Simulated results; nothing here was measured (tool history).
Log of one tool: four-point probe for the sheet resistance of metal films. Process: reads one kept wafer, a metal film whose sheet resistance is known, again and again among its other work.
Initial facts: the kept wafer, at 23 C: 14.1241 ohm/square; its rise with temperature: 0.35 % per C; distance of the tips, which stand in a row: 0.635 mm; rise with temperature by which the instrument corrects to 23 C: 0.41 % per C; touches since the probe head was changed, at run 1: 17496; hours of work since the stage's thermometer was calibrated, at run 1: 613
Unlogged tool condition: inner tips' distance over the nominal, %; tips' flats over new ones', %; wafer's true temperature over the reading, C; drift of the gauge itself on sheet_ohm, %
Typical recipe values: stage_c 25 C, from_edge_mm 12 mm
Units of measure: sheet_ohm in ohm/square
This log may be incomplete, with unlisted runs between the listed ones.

run,hour,stage_c,from_edge_mm,touches since the probe head was changed,hours of work since the stage's thermometer was calibrated,sheet_ohm
1,0,25,12,17496,613,14.110386
2,14.8,25,12,17779,620,14.104342
3,32.5,18,12,18117,629,14.167482
4,54.9,18,12,18545,641,14.172647
5,69.8,25,6,18829,649,14.17185
6,91.2,25,12,19239,660,14.102125
7,114.8,25,12,19688,672,14.106474
8,132.7,25,12,20031,681,14.102253
9,145.4,25,12,20273,688,14.108986
10,164.2,31,15,20632,698,14.047297
11,177.3,31,15,20882,705,14.046899
12,197.4,31,15,21265,715,14.044125
13,209.4,34,49,21496,721,14.004175
14,220.6,34,49,21708,727,14.006454
15,236.4,34,49,22011,735,14.003818
16,256.1,34,49,22387,745,14.005353
17,273,20,55,22709,754,14.121293
18,282.8,21,11,22896,759,14.137729

Alternative continuations, all from the tool just after run 18; predict every row:
A,300.1,30,5,23228,768,?
B,300.1,26,12,23228,768,?
C,300.1,29,12,23228,768,?
D,300.1,25,8,23228,768,?

run,sheet_ohm
A,14.156972
B,14.090343
C,14.060823
D,14.12255
The same runs, with their run-to-run variation unchanged, on a tool lacking any hidden condition would have given:
run,sheet_ohm
A,14.186091
B,14.119446
C,14.089783
D,14.151745
